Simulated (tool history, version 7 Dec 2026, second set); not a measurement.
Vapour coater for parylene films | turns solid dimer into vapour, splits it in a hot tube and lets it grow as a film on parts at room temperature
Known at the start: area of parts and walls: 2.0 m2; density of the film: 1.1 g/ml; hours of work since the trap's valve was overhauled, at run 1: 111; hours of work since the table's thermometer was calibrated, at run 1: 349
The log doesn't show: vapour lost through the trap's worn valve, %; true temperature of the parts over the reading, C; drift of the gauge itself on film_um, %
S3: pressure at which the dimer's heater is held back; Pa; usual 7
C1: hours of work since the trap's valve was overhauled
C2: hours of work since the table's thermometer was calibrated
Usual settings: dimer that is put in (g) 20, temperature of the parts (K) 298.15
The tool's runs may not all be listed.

run 1 hour=0 | dimer_that_is_put_in_(g)=20 temperature_of_the_parts_(K)=298.15 S3=7 | C1=111 C2=349 | thickness_of_the_film_(um)=5.85
run 2 hour=21.5 | dimer_that_is_put_in_(g)=8 temperature_of_the_parts_(K)=298.15 S3=7 | C1=127 C2=365 | thickness_of_the_film_(um)=2.29
run 3 hour=42.9 | dimer_that_is_put_in_(g)=20 temperature_of_the_parts_(K)=298.15 S3=7 | C1=143 C2=381 | thickness_of_the_film_(um)=5.75
run 4 hour=62.9 | dimer_that_is_put_in_(g)=20 temperature_of_the_parts_(K)=304.15 S3=7 | C1=158 C2=396 | thickness_of_the_film_(um)=5.04
run 5 hour=75.1 | dimer_that_is_put_in_(g)=20 temperature_of_the_parts_(K)=298.15 S3=7 | C1=167 C2=405 | thickness_of_the_film_(um)=5.62
run 6 hour=92.7 | dimer_that_is_put_in_(g)=20 temperature_of_the_parts_(K)=298.15 S3=7 | C1=180 C2=418 | thickness_of_the_film_(um)=5.51
run 7 hour=107.7 | dimer_that_is_put_in_(g)=20 temperature_of_the_parts_(K)=295.15 S3=3.01 | C1=191 C2=429 | thickness_of_the_film_(um)=7.07
run 8 hour=124.4 | dimer_that_is_put_in_(g)=8 temperature_of_the_parts_(K)=301.15 S3=3.01 | C1=204 C2=442 | thickness_of_the_film_(um)=2.51
-- hour=133 trap's valve overhauled
run 9 hour=143 | dimer_that_is_put_in_(g)=15 temperature_of_the_parts_(K)=306.15 S3=4.34 | C1=7 C2=452 | thickness_of_the_film_(um)=4.76
run 10 hour=166.3 | dimer_that_is_put_in_(g)=15 temperature_of_the_parts_(K)=296.15 S3=4.76 | C1=25 C2=470 | thickness_of_the_film_(um)=5.34
run 11 hour=187.9 | dimer_that_is_put_in_(g)=15 temperature_of_the_parts_(K)=296.15 S3=4.76 | C1=41 C2=486 | thickness_of_the_film_(um)=5.27
run 12 hour=205.4 | dimer_that_is_put_in_(g)=20 temperature_of_the_parts_(K)=291.15 S3=7 | C1=54 C2=499 | thickness_of_the_film_(um)=6.84

Hidden state or all else? Some run-to-run changes of thickness of the film (um), split into what the settings, what came in and random variation would give without the hidden state, and what is left for the hidden state (with any gauge scatter that isn't in both results):
Run 7 -> 8: dimer that is put in (g) 20 -> 8, temperature of the parts (K) 295.15 -> 301.15. thickness of the film (um) -4.56: hidden state +0.67, all else -5.23.
